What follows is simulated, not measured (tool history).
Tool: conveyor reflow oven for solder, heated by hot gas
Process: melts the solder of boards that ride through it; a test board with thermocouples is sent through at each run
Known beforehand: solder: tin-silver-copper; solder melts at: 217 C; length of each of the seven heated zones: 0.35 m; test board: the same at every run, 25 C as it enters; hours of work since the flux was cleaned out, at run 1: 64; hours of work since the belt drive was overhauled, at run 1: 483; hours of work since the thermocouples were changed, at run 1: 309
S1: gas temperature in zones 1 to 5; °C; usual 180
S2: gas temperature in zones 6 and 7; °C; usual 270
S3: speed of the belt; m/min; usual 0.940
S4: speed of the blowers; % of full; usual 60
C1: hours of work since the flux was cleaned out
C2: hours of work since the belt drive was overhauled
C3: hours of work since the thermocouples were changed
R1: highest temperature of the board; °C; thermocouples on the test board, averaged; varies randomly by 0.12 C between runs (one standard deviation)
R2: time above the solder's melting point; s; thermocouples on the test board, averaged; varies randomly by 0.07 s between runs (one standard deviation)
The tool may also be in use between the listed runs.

run	hour	S1	S2	S3	S4	C1	C2	C3	R1	R2
1	0.0	180	270	0.940	60	64	483	309	250.2	33.35
2	39.0	180	270	0.940	60	87	506	332	250.5	33.09
3	84.8	180	270	0.940	60	114	532	359	250.4	33.22
4	114.8	180	270	0.940	60	131	550	376	250.5	33.28
5	160.0	180	270	0.940	60	157	576	402	250.5	33.37
6	183.0	180	284	0.940	60	171	590	416	262.3	38.03
7	219.0	180	263	0.940	60	192	610	437	244.8	30.34
8	246.8	180	263	0.940	60	208	627	453	244.5	30.28
9	269.5	181	270	0.940	60	221	640	466	250.6	33.55
# hour 307.2: flux residue cleaned out of gas plates and filters
10	318.5	181	270	0.940	60	7	665	491	251.2	34.14
11	357.9	181	270	0.940	60	29	688	514	251.3	34.01
12	388.7	180	270	0.940	60	47	706	532	250.9	33.69
13	417.6	176	270	0.940	60	64	723	549	250.1	32.40
14	453.2	180	270	0.940	68	85	744	570	253.7	34.98
15	472.1	180	270	0.940	60	96	755	581	251.4	33.58
16	502.3	180	270	0.940	60	113	772	598	251.3	33.70
17	525.6	179	259	0.925	56	127	786	612	241.0	28.41
18	550.9	180	282	0.940	60	142	800	627	261.1	37.73
19	572.0	180	282	0.940	60	154	813	639	261.4	37.64
20	593.4	180	282	0.940	60	166	825	651	261.0	37.81
21	618.3	190	282	0.773	60	181	840	666	269.8	52.45
22	651.5	172	268	0.887	66	200	859	685	251.6	34.73
23	686.9	180	270	0.940	66	221	880	706	253.1	34.71
# hour 723.0: flux residue cleaned out of gas plates and filters
24	723.0	180	270	0.940	66	0	898	724	253.5	35.00
25	748.5	174	264	1.034	69	15	912	739	244.7	26.45
# hour 767.6: thermocouples of zones 6 and 7 changed
26	797.3	180	262	0.940	51	42	940	17	239.9	27.02
27	825.5	180	269	0.760	68	58	956	34	257.3	46.38
28	861.5	191	272	0.849	75	79	977	55	260.2	45.14
29	889.8	187	264	0.940	60	96	993	71	246.2	33.27
30	912.4	187	264	0.940	60	109	1007	84	246.3	33.26

Below are 4 alternative next runs, each starting from the tool's condition after run 30. Predict each:
A	947.9	189	264	0.940	60	130	1027	105	?	?
B	947.9	167	265	0.940	77	130	1027	105	?	?
C	947.9	172	283	0.940	70	130	1027	105	?	?
D	947.9	167	270	0.925	78	130	1027	105	?	?

run	R1	R2
A	246.8	34.16
B	247.8	30.04
C	262.0	36.69
D	252.5	33.00
Had the tool no hidden state, the same runs would have come out as:
run	R1	R2
A	247.0	33.90
B	248.0	29.91
C	262.3	36.41
D	252.8	32.82
